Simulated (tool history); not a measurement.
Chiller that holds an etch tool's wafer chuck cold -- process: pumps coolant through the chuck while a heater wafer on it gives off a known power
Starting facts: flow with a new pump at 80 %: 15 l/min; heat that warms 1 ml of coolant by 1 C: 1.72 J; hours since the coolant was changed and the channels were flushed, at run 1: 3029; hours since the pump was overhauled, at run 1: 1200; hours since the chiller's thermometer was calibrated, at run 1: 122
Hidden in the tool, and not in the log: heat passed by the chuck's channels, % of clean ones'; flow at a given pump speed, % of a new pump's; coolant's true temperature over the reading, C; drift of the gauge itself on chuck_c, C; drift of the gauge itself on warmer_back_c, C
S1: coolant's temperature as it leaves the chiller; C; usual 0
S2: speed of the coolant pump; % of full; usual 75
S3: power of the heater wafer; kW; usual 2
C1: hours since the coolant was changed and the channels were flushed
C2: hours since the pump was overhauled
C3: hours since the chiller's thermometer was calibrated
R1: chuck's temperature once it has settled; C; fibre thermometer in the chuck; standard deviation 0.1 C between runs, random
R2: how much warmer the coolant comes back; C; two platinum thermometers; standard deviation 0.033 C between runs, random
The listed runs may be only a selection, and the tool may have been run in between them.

run    hour  S1  S2     S3    C1    C2    C3    R1    R2
  1       0   0  75      2  3029  1200   122  17.6  5.11
  2   115.9   0  86      2  3145  1315   238  16.3  4.57
  3   269.8   6  75      2  3299  1469   392  23.8  5.18
  4   370.9   0  75      2  3400  1570   493  17.9  5.21
  5   505.2   0  75      2  3534  1705   627  18.1  5.15
  6   605.4  -8  75      2  3634  1805   727  10.1  5.28
  7   694.7  -7  75      2  3723  1894   817  11.1  5.25
        742  -- coolant changed, channels flushed
  8   846.6   0  75      2   105  2040   962  16.4  5.29
  9   939.7   0  75      2   198  2133  1056  16.6  5.24
      959.4  -- coolant pump overhauled
 10  1087.8   0  75      2   341   128  1199  16.9  5.39
 11  1220.2   0  75      2   473   261  1331  16.9  5.49
 12    1334   0  75      2   587   375  1445  17.2  5.43
 13  1448.4   0  75   1.49   701   489  1559  12.9  4.03
 14  1591.3   0  75      2   844   632  1702  17.5  5.46
     1672.4  -- coolant pump overhauled, once more
 15  1743.6   0  75      2   992    71  1850  16.5  4.94
 16  1881.5   0  75      2  1129   209  1987  16.5  5.03
 17  2030.7  -4  67  1.032  1279   358  2137   5.3  2.97
 18  2110.6  -8  75  1.095  1359   438  2216   1.3   2.7
 19  2282.7  10  89  2.326  1531   610  2389  27.7  4.99
 20  2405.9  10  79   2.76  1654   733  2512  32.7  6.61
 21  2548.1  10  79   2.76  1796   876  2654  33.1  6.68

Run 22 is up next; what results do you expect?
 22  2631  -7  63  2.527  1879  959  2737   ?   ?

{"run 22": {"R1": 17.1, "R2": 7.63}}
Had the tool carried no hidden state, the very same run would have given R1 15.3 C, R2 7.45 C.
